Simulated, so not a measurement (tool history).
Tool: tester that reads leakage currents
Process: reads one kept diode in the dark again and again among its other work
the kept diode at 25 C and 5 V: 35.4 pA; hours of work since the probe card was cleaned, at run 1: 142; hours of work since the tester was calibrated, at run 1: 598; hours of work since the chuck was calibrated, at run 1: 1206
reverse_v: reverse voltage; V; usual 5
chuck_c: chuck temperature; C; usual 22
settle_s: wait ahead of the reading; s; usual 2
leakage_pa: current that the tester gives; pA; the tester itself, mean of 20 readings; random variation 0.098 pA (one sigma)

run,hour,reverse_v,chuck_c,settle_s,hours of work since the probe card was cleaned,hours of work since the tester was calibrated,hours of work since the chuck was calibrated,leakage_pa
1,0,5,22,2,142,598,1206,31.17
2,81.4,5,22,2,185,642,1250,31.66
3,177.2,4.53,22,2,237,693,1301,30.52
4,229.6,4.53,22,2,265,721,1330,30.61
5,326.1,4.53,22,2,317,773,1382,30.8
6,403.6,4.53,22,2,359,815,1423,31.01
7,495.8,5,22,2,409,865,1473,32.78
8,589.6,3.1,22,2,459,915,1524,26.27
9,670.4,5,22,9.68,503,959,1567,33.19
10,774.3,8.42,22,2,559,1015,1623,43.8
11,855.4,5,22,1.6,603,1059,1667,34.12
12,954.8,5,22,1.6,656,1112,1720,34.28
13,1043.3,5,22,1.6,704,1160,1768,34.79
14,1133.6,5,22,5.96,752,1208,1817,34.53
15,1187,5,58,5.96,781,1237,1845,430.22
16,1267.6,5,58,5.96,825,1281,1889,432.13
17,1311.3,1.36,58,5.96,848,1304,1912,237.19
18,1404.7,1.36,58,5.96,898,1355,1963,238.44
19,1498.2,1.36,58,5.96,949,1405,2013,240.35
20,1553,1.36,58,5.96,978,1434,2043,241.86
21,1653.2,5.77,21,2,1032,1488,2097,36.68
22,1748.4,5.77,21,2,1084,1540,2148,37.17
23,1820.4,4.91,37,9.57,1122,1579,2187,107.24
# hour 1845.9: chuck's temperature calibrated
24,1871.5,1.33,42,0.9,1149,1605,14,71.42
25,1936.1,1.33,24,5.8,1184,1640,49,19.13
26,2004.6,6.83,48,5.8,1221,1677,86,233.21
27,2068.4,6.83,48,5.8,1255,1711,120,234.77
28,2157.3,6.83,48,5.8,1303,1759,168,234.21
29,2216.9,6.83,48,5.8,1335,1791,200,236.59
30,2300.6,1.22,36,0.48,1380,1836,245,45.97
31,2388.2,1.22,36,0.48,1427,1883,292,46.33
32,2464.1,12.3,22,3.23,1468,1924,333,55.81
33,2549.6,12.3,22,3.23,1514,1970,379,56.35
34,2619.7,17.12,38,4.25,1552,2008,417,193.37
35,2683,6.29,57,4.25,1586,2042,451,419.42
36,2774.9,5,23,2,1636,2092,501,37.34
37,2865.1,5,23,2,1684,2140,549,37.44
38,2941.3,4.7,22,0.31,1725,2181,590,35.53
39,2984.4,1.22,35,0.31,1749,2205,613,44.51

Measured less the same run without the tool's hidden state. The same run-to-run variation is in both; the gauge's scatter may not be:
The hidden state here: stray current of the dirty probe card, pA a volt; current scale over the true one, %; true chuck temperature over the reading, C; drift of the gauge itself on leakage_pa, %.
run,leakage_pa
1,+3.13
2,+3.42
3,+3.52
4,+3.66
5,+3.96
6,+4.18
7,+4.71
8,+3.76
9,+5.26
10,+7.92
11,+5.85
12,+6.18
13,+6.47
14,+6.73
15,+50.14
16,+51.67
17,+28.1
18,+29.05
19,+30.05
20,+30.72
21,+8.9
22,+9.27
23,+18.93
24,+1.54
25,+1.21
26,+8.36
27,+9.13
28,+10.14
29,+10.93
30,+2.25
31,+2.45
32,+13.12
33,+13.7
34,+23.93
35,+22.24
36,+6.81
37,+7.06
38,+6.8
39,+3.69
